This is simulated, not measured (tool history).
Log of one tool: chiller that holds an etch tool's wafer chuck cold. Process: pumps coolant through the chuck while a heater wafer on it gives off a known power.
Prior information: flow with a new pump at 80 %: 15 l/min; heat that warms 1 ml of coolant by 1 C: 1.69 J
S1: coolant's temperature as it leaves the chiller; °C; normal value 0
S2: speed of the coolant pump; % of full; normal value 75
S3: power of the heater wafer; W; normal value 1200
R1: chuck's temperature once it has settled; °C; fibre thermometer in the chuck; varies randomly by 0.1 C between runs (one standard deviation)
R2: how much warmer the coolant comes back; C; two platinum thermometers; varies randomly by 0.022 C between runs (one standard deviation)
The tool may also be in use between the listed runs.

{"run": 1, "hour": 0.0, "S1": 0, "S2": 75, "S3": 1200, "R1": 8.7, "R2": 3.1}
{"run": 2, "hour": 145.0, "S1": 0, "S2": 75, "S3": 1200, "R1": 8.9, "R2": 3.14}
{"run": 3, "hour": 271.0, "S1": 0, "S2": 75, "S3": 1200, "R1": 8.7, "R2": 3.16}
{"run": 4, "hour": 351.6, "S1": 0, "S2": 75, "S3": 1200, "R1": 8.9, "R2": 3.16}
{"run": 5, "hour": 432.8, "S1": 0, "S2": 88, "S3": 1200, "R1": 8, "R2": 2.65}
{"run": 6, "hour": 513.8, "S1": -4, "S2": 88, "S3": 1200, "R1": 3.9, "R2": 2.64}
{"run": 7, "hour": 631.0, "S1": -4, "S2": 88, "S3": 1200, "R1": 4, "R2": 2.66}
{"run": 8, "hour": 697.0, "S1": -4, "S2": 88, "S3": 1200, "R1": 4.1, "R2": 2.68}
{"run": 9, "hour": 820.6, "S1": 2, "S2": 75, "S3": 1200, "R1": 11, "R2": 3.14}
{"hour": 834.4, "done": "coolant pump overhauled"}
{"run": 10, "hour": 961.3, "S1": 0, "S2": 75, "S3": 1200, "R1": 9.1, "R2": 3.2}
{"run": 11, "hour": 1036.4, "S1": 0, "S2": 75, "S3": 1200, "R1": 9.3, "R2": 3.14}
{"run": 12, "hour": 1103.0, "S1": 0, "S2": 75, "S3": 1200, "R1": 9.3, "R2": 3.18}
{"run": 13, "hour": 1240.8, "S1": 0, "S2": 78, "S3": 1200, "R1": 9.3, "R2": 3.05}
{"run": 14, "hour": 1328.9, "S1": 0, "S2": 73, "S3": 1200, "R1": 9.6, "R2": 3.29}
{"run": 15, "hour": 1474.2, "S1": 0, "S2": 73, "S3": 1200, "R1": 9.9, "R2": 3.32}
{"hour": 1529.4, "done": "coolant pump overhauled, once more"}
{"hour": 1540.1, "done": "chiller's thermometer calibrated"}
{"run": 16, "hour": 1592.9, "S1": 0, "S2": 75, "S3": 1200, "R1": 8.8, "R2": 3.06}
{"run": 17, "hour": 1658.1, "S1": 0, "S2": 75, "S3": 1200, "R1": 9, "R2": 3.1}
{"run": 18, "hour": 1744.1, "S1": -8, "S2": 75, "S3": 809, "R1": -1.9, "R2": 2.06}
{"run": 19, "hour": 1821.7, "S1": -8, "S2": 75, "S3": 809, "R1": -2, "R2": 2.09}
{"run": 20, "hour": 1906.5, "S1": 6, "S2": 75, "S3": 1355, "R1": 16.2, "R2": 3.44}
{"run": 21, "hour": 1972.0, "S1": 6, "S2": 75, "S3": 1355, "R1": 16.3, "R2": 3.51}
{"run": 22, "hour": 2097.6, "S1": 6, "S2": 75, "S3": 1355, "R1": 16.3, "R2": 3.51}
{"run": 23, "hour": 2239.7, "S1": 6, "S2": 75, "S3": 1355, "R1": 16.4, "R2": 3.47}
{"run": 24, "hour": 2348.3, "S1": 4, "S2": 75, "S3": 1355, "R1": 14.2, "R2": 3.52}
{"run": 25, "hour": 2440.1, "S1": 4, "S2": 75, "S3": 1355, "R1": 14.4, "R2": 3.48}

For run 26, what comes out?
{"run": 26, "hour": 2539.7, "S1": 4, "S2": 75, "S3": 1355, "R1": "?", "R2": "?"}

Run 26 produced R1 14.7 °C, R2 3.47 C.
On a tool with no hidden condition, and with the same random variation, this run would have come out at R1 13.4 °C, R2 3.41 C.

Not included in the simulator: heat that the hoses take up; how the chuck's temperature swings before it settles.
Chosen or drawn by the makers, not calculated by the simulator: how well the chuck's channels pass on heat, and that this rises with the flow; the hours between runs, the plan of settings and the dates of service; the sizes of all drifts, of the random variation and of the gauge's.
